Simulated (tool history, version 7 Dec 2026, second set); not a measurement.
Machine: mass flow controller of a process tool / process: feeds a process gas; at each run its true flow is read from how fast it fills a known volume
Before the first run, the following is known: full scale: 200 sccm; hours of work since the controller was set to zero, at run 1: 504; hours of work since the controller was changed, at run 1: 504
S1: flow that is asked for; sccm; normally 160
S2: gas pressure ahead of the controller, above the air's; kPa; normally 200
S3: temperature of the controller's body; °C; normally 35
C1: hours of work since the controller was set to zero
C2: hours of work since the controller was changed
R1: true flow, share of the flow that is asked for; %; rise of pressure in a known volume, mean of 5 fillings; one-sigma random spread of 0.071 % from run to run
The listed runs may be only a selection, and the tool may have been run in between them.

run	hour	S1	S2	S3	C1	C2	R1
1	0	160	200	35	504	504	99.98
2	150.6	160	200	35	570	570	99.77
3	385.3	160	200	35	672	672	99.7
4	668.8	160	200	35	795	795	99.6
5	900.9	160	166	35	896	896	99.52
6	1118.7	160	166	35	990	990	99.49
7	1396.2	160	200	27	1111	1111	98.99
8	1576.2	112	200	27	1189	1189	98.19
9	1774.8	112	200	27	1276	1276	98.06
10	2075.1	112	200	27	1406	1406	97.92
11	2368.2	160	200	33	1533	1533	98.79
12	2677.7	160	200	33	1668	1668	98.75
13	2963.3	160	200	33	1792	1792	98.53
14	3272.7	160	200	33	1926	1926	98.52
15	3486.7	160	200	33	2019	2019	98.54
16	3719.2	40	200	35	2120	2120	96.74
17	3867.8	160	200	28	2185	2185	98.05
18	4159.4	160	200	35	2312	2312	98.27
19	4290.1	160	200	35	2368	2368	98.33
20	4556.6	160	200	35	2484	2484	98.2
21	4709.7	160	200	35	2551	2551	98.13
22	4897.4	88	200	35	2632	2632	96.89
23	5145.8	81	231	20	2740	2740	96.04
24	5308.2	160	200	26	2811	2811	97.34
25	5526.2	160	200	26	2905	2905	97.2
26	5703	160	200	26	2982	2982	97.24
27	5956.2	176	217	34	3092	3092	97.79
28	6137.5	176	217	34	3171	3171	97.78
29	6424	176	163	20	3295	3295	96.68
# hour 6614.7: gauge calibrated
30	6712.1	38	166	22	3421	3421	97.1
31	7008.7	91	166	22	3549	3549	97.86
32	7162.6	91	166	22	3616	3616	97.79
33	7483.7	91	166	22	3756	3756	97.68
34	7800.4	153	200	24	3893	3893	98.71
35	7948.7	50	234	22	3958	3958	96.99
36	8138.3	87	200	32	4040	4040	98.08
37	8435.1	80	161	21	4169	4169	97
38	8663.6	137	235	27	4268	4268	98.48
39	8855.5	137	235	27	4352	4352	98.31
# hour 9102.3: controller's zero set anew
40	9112.6	81	275	27	4	4463	97.55
41	9311.6	81	275	27	91	4550	97.46
42	9457.8	95	254	26	154	4613	97.53
43	9595.5	160	187	28	214	4673	98.26
44	9776.4	160	187	28	293	4752	98.27

What differs in the tool's unlogged condition from the final listed run ahead of each entry between runs to the first listed run following it?
From run 29 to run 30: gauge calibrated (hour 6614.7)
  drift of the gauge itself on true_pct, %: -2.49 -> -0.04
  measured value less the no-hidden-state value, R1: -2.46 -> -0.05 %
From run 39 to run 40: controller's zero set anew (hour 9102.3)
  flow at rest that the sensor doesn't see, % of full scale: -0.007 -> 0; drift of the gauge itself on true_pct, %: -0.87 -> -0.97
  measured value less the no-hidden-state value, R1: -0.86 -> -0.94 %

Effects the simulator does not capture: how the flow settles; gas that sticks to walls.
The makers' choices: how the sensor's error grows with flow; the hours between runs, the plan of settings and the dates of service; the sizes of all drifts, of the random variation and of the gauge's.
